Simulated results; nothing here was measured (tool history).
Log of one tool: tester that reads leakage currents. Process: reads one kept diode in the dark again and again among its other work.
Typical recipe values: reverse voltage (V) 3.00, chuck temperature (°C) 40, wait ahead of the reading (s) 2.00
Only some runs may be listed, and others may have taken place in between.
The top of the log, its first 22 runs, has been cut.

run,day,reverse voltage (V),chuck temperature (°C),wait ahead of the reading (s),hours of work since the probe card was cleaned,hours of work since the tester was calibrated,hours of work since the chuck was calibrated,current that the tester gives (pA)
23,161.858,3.00,40,1.32,954,1015,126,310.49
24,170.733,3.00,48,2.00,1097,1158,269,524.93
25,178.262,3.00,38,2.00,1219,1280,390,272.01
26,188.308,3.00,42,0.73,1381,1442,552,355.25
27,198.867,15.83,42,0.33,1551,1612,723,672.98
28,205.538,4.15,40,0.73,1659,1720,830,351.77
# day 211.121: chuck's temperature calibrated
29,214.250,4.15,40,0.73,1798,1859,50,350.07
30,221.938,10.91,28,0.73,1922,1983,175,218.17
31,233.104,1.89,29,2.73,2102,2163,355,121.58
32,239.604,1.89,29,2.73,2207,2268,460,121.47

Each row is a separate what-if for the run after 32, all from the same tool condition, not one after another. Results?
A,250.188,3.00,51,3.79,2378,2439,630,?
B,250.188,3.00,24,2.20,2378,2439,630,?
C,250.188,7.03,31,2.73,2378,2439,630,?
D,250.188,3.00,48,1.09,2378,2439,630,?
E,250.188,1.89,46,2.73,2378,2439,630,?

run,current that the tester gives (pA)
A,638.08
B,100.07
C,229.99
D,526.90
E,390.45
The same runs, with their run-to-run variation unchanged, on a tool lacking any hidden condition would have given:
run,current that the tester gives (pA)
A,637.59
B,99.87
C,229.53
D,526.46
E,390.14
